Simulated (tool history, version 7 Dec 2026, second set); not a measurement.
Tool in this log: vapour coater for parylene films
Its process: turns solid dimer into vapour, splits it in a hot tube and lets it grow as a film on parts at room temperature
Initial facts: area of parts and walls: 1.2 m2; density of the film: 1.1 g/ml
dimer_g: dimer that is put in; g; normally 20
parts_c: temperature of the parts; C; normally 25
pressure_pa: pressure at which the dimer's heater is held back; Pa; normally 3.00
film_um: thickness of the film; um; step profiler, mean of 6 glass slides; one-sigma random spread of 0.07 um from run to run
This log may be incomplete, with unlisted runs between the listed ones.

Run 1, day 0.000: usual settings. Result: film_um 10.36 um.
Run 2, day 0.392: usual settings. Result: film_um 10.37 um.
Run 3, day 0.792: usual settings but dimer_g 13 g. Result: film_um 6.76 um.
Run 4, day 1.308: usual settings but dimer_g 13 g. Result: film_um 6.77 um.
Run 5, day 1.825: usual settings. Result: film_um 10.32 um.
Run 6, day 2.662: usual settings but dimer_g 13 g. Result: film_um 6.82 um.
Run 7, day 3.512: usual settings but dimer_g 19 g. Result: film_um 9.99 um.
Run 8, day 4.292: usual settings but dimer_g 19 g. Result: film_um 9.88 um.
Run 9, day 4.804: usual settings but dimer_g 19 g. Result: film_um 9.98 um.
Run 10, day 5.271: usual settings but parts_c 28 C. Result: film_um 9.70 um.
Run 11, day 5.829: usual settings but parts_c 23 C. Result: film_um 10.84 um.
Run 12, day 6.312: usual settings but parts_c 23 C. Result: film_um 10.87 um.
Run 13, day 6.808: usual settings but parts_c 29 C, pressure_pa 2.40 Pa. Result: film_um 9.67 um.
Run 14, day 7.729: usual settings but parts_c 18 C. Result: film_um 12.34 um.
Run 15, day 8.142: usual settings but parts_c 18 C. Result: film_um 12.51 um.
Run 16, day 8.596: usual settings but dimer_g 18 g, parts_c 20 C, pressure_pa 2.29 Pa. Result: film_um 11.03 um.
Run 17, day 9.429: usual settings but dimer_g 18 g, parts_c 20 C, pressure_pa 2.29 Pa. Result: film_um 11.12 um.
Run 18, day 10.258: usual settings but dimer_g 10 g, parts_c 32 C, pressure_pa 2.28 Pa. Result: film_um 4.52 um.
Run 19, day 10.971: usual settings but dimer_g 26 g, parts_c 22 C, pressure_pa 5.93 Pa. Result: film_um 13.45 um.

Missing from the log above: 1 entry noted between runs. For each, name the pair of listed runs it sits between and say how the tool's hidden condition differs from the listed run just before to the listed run just after:
Between runs 16 and 17: trap's valve overhauled (day 8.896)
  vapour lost through the trap's worn valve, %: 0.5 -> 0
